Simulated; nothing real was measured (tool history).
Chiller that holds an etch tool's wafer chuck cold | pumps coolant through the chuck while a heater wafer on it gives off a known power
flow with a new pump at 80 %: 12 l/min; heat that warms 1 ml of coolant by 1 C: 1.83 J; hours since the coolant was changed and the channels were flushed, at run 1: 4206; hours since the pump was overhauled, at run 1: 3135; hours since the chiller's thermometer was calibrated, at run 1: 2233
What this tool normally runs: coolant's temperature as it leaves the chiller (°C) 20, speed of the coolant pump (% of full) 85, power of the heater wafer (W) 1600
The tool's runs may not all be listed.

run	day	coolant's temperature as it leaves the chiller (°C)	speed of the coolant pump (% of full)	power of the heater wafer (W)	hours since the coolant was changed and the channels were flushed	hours since the pump was overhauled	hours since the chiller's thermometer was calibrated	chuck's temperature once it has settled (°C)	how much warmer the coolant comes back (C)
1	0	20	85	1600	4206	3135	2233	30.3	4.31
2	6.762	20	85	1600	4368	3297	2395	30.4	4.37
3	10.962	20	85	1600	4469	3398	2496	30.2	4.38
# day 16.158: coolant changed, channels flushed
4	19.512	20	85	1600	80	3597	2695	29.5	4.36
5	25.171	20	85	1600	216	3733	2831	29.8	4.34
6	32.067	20	85	1600	382	3898	2996	29.6	4.39
7	35.608	20	85	1600	467	3983	3081	29.7	4.39
# day 42.304: chiller's thermometer calibrated
8	42.325	20	85	1600	627	4144	0	29.7	4.4
9	45.933	15	85	1600	714	4230	87	24.6	4.31
10	52.925	15	85	1600	881	4398	255	24.4	4.31
11	58.667	15	85	1600	1019	4536	393	24.5	4.31
12	62.104	15	85	1600	1102	4618	475	24.6	4.41
13	69.108	15	85	1600	1270	4787	643	24.4	4.42
14	74.817	15	85	1600	1407	4924	780	24.5	4.38
15	79.396	10	85	1600	1517	5033	890	19.5	4.39
16	83.25	10	85	1600	1609	5126	983	19.7	4.41
17	88.458	10	85	1600	1734	5251	1108	19.7	4.44
# day 92.096: chiller's thermometer calibrated, once more
18	95.746	10	85	1600	1908	5425	88	20.6	4.47
19	102.971	13	73	1600	2081	5598	261	24.9	5.2
20	109.117	21	93	1784	2229	5746	409	32	4.54
# day 113.296: coolant pump overhauled
21	113.296	21	93	1784	2324	0	504	31.2	4.19
22	119.288	17	83	1600	2468	144	648	27.1	4.23
23	125.079	17	91	2127	2607	283	787	29.6	5.1
24	131.954	17	96	905	2772	448	952	22.1	2.06
25	140.138	14	75	1600	2968	644	1148	25	4.7
26	147.967	21	98	1600	3156	832	1336	29.8	3.63
27	154.6	15	98	983	3316	991	1495	20.4	2.26
28	157.988	15	98	983	3397	1073	1576	20.4	2.23
29	162.892	20	85	2071	3515	1190	1694	32.9	5.37
30	168.221	11	67	950	3642	1318	1822	18.2	3.15
31	174.454	20	78	1302	3792	1468	1972	28.7	3.71
32	178.138	20	78	1302	3880	1556	2060	28.9	3.69
33	182.112	11	85	1600	3976	1652	2155	20.9	4.19

Entry by entry between the runs, the difference in hidden state between the last listed run before and the first listed run after:
Runs 3 to 4: coolant changed, channels flushed (day 16.158)
  heat passed by the chuck's channels, % of clean ones': 91.6 -> 99.6; flow at a given pump speed, % of a new pump's: 95.1 -> 94.9; coolant's true temperature over the reading, C: -0.38 -> -0.41
  what was measured, less what the result would be without the hidden state, chuck's temperature once it has settled (°C): +0.7 -> +0; how much warmer the coolant comes back (C): +0.21 -> +0.23
Runs 7 to 8: chiller's thermometer calibrated (day 42.304)
  heat passed by the chuck's channels, % of clean ones': 99 -> 98.7; flow at a given pump speed, % of a new pump's: 94.4 -> 94.2; coolant's true temperature over the reading, C: -0.48 -> -0.76
  what was measured, less what the result would be without the hidden state, chuck's temperature once it has settled (°C): +0 -> -0.2; how much warmer the coolant comes back (C): +0.24 -> +0.26
Runs 17 to 18: chiller's thermometer calibrated, once more (day 92.096)
  heat passed by the chuck's channels, % of clean ones': 96.8 -> 96.5; flow at a given pump speed, % of a new pump's: 92.8 -> 92.6; coolant's true temperature over the reading, C: -0.96 -> 0
  what was measured, less what the result would be without the hidden state, chuck's temperature once it has settled (°C): -0.1 -> +0.9; how much warmer the coolant comes back (C): +0.32 -> +0.33
Runs 20 to 21: coolant pump overhauled (day 113.296)
  heat passed by the chuck's channels, % of clean ones': 96 -> 95.8; flow at a given pump speed, % of a new pump's: 92.1 -> 99.9; coolant's true temperature over the reading, C: -0.06 -> -0.08
  what was measured, less what the result would be without the hidden state, chuck's temperature once it has settled (°C): +0.9 -> +0.3; how much warmer the coolant comes back (C): +0.36 -> +0.01
